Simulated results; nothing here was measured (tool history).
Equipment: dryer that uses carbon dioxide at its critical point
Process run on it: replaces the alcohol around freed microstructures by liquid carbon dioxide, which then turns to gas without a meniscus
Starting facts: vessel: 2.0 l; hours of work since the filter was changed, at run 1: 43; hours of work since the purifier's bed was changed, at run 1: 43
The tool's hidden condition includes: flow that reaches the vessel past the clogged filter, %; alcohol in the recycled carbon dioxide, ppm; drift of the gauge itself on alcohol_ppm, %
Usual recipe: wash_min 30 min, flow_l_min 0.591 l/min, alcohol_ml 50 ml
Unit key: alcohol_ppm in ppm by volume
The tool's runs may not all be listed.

run,day,wash_min,flow_l_min,alcohol_ml,hours of work since the filter was changed,hours of work since the purifier's bed was changed,alcohol_ppm
1,0.000,30,0.591,50,43,43,25
2,0.550,30,0.591,50,51,51,38
3,1.542,30,0.591,50,66,66,31
4,2.283,30,0.859,50,77,77,21
5,3.329,30,0.859,50,92,92,40
6,3.912,30,0.859,50,100,100,34
7,4.646,30,0.859,50,111,111,29
8,5.496,30,0.591,50,124,124,45
9,6.217,30,0.591,50,134,134,50
10,6.933,30,0.591,50,145,145,50
11,7.775,30,0.591,50,157,157,58
12,8.583,30,0.591,50,169,169,56
13,9.262,30,0.591,50,179,179,64
14,10.050,30,0.591,50,190,190,73
15,10.808,30,0.591,50,201,201,69
16,11.704,30,0.591,34,214,214,66
17,12.567,30,0.591,34,227,227,70
18,13.412,30,0.591,34,239,239,72
19,14.217,30,0.591,119,251,251,104
20,14.962,30,0.591,119,262,262,106
21,15.929,30,0.591,119,276,276,107
22,16.633,30,0.591,119,286,286,106
23,17.604,23,0.601,119,300,300,261
24,18.092,21,0.367,47,307,307,1067
25,18.588,30,0.370,38,315,315,281
26,19.350,36,0.749,24,326,326,90
27,19.829,26,0.969,76,333,333,87
28,20.883,30,0.536,50,348,348,125
29,21.658,19,0.591,83,360,360,469
30,22.512,19,0.591,83,372,372,480
31,23.371,19,0.591,83,385,385,486
32,24.000,30,0.921,74,394,394,106
33,24.854,30,0.921,74,406,406,122
34,25.396,30,0.904,50,414,414,113
35,25.883,40,0.404,38,421,421,131
36,26.542,40,0.404,38,431,431,140

What if the next run were any one of these 4? Each begins from the tool's condition after run 36:
A,27.504,40,0.374,38,445,445,?
B,27.504,28,0.844,50,445,445,?
C,27.504,30,0.833,110,445,445,?
D,27.504,26,0.591,50,445,445,?

run,alcohol_ppm
A,148
B,109
C,118
D,157
Without the tool's hidden state the same runs would have given:
run,alcohol_ppm
A,28
B,0
C,7
D,35
